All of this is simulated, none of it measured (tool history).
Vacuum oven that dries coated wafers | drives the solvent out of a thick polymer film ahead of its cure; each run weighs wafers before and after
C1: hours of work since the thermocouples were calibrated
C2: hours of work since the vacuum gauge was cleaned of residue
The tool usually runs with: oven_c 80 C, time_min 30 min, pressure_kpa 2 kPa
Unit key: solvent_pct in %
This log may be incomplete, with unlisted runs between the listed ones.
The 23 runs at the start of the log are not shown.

-- hour=1081.1 oven's thermocouples calibrated
run 24 hour=1091.4 | oven_c=90 time_min=20 pressure_kpa=2 | C1=8 C2=1505 | solvent_pct=1.16
run 25 hour=1125.6 | oven_c=66 time_min=25 pressure_kpa=2.34 | C1=35 C2=1532 | solvent_pct=7.3
run 26 hour=1177.1 | oven_c=89 time_min=31 pressure_kpa=3.13 | C1=76 C2=1574 | solvent_pct=1.28
run 27 hour=1208.6 | oven_c=89 time_min=31 pressure_kpa=3.13 | C1=102 C2=1599 | solvent_pct=1.29
run 28 hour=1251.4 | oven_c=82 time_min=34 pressure_kpa=1.24 | C1=136 C2=1633 | solvent_pct=1.09
-- hour=1261.4 vacuum gauge cleaned of residue and calibrated
run 29 hour=1297.6 | oven_c=87 time_min=34 pressure_kpa=1.24 | C1=171 C2=29 | solvent_pct=0.63
run 30 hour=1327.6 | oven_c=94 time_min=31 pressure_kpa=2.96 | C1=195 C2=53 | solvent_pct=0.98
run 31 hour=1372 | oven_c=72 time_min=19 pressure_kpa=2 | C1=231 C2=88 | solvent_pct=6.11

Predict each of these 5 candidate next runs independently; none follows another, all start after run 31:
run A hour=1405.6 | oven_c=95 time_min=30 pressure_kpa=2 | C1=257 C2=115 | solvent_pct=?
run B hour=1405.6 | oven_c=72 time_min=27 pressure_kpa=2 | C1=257 C2=115 | solvent_pct=?
run C hour=1405.6 | oven_c=72 time_min=33 pressure_kpa=2 | C1=257 C2=115 | solvent_pct=?
run D hour=1405.6 | oven_c=77 time_min=22 pressure_kpa=3.04 | C1=257 C2=115 | solvent_pct=?
run E hour=1405.6 | oven_c=72 time_min=19 pressure_kpa=7.41 | C1=257 C2=115 | solvent_pct=?

run=A solvent_pct=0.62
run=B solvent_pct=4.71
run=C solvent_pct=3.93
run=D solvent_pct=4.36
run=E solvent_pct=8.78
Without the tool's hidden state the same runs would have given:
run=A solvent_pct=0.62
run=B solvent_pct=4.71
run=C solvent_pct=3.93
run=D solvent_pct=4.36
run=E solvent_pct=8.78
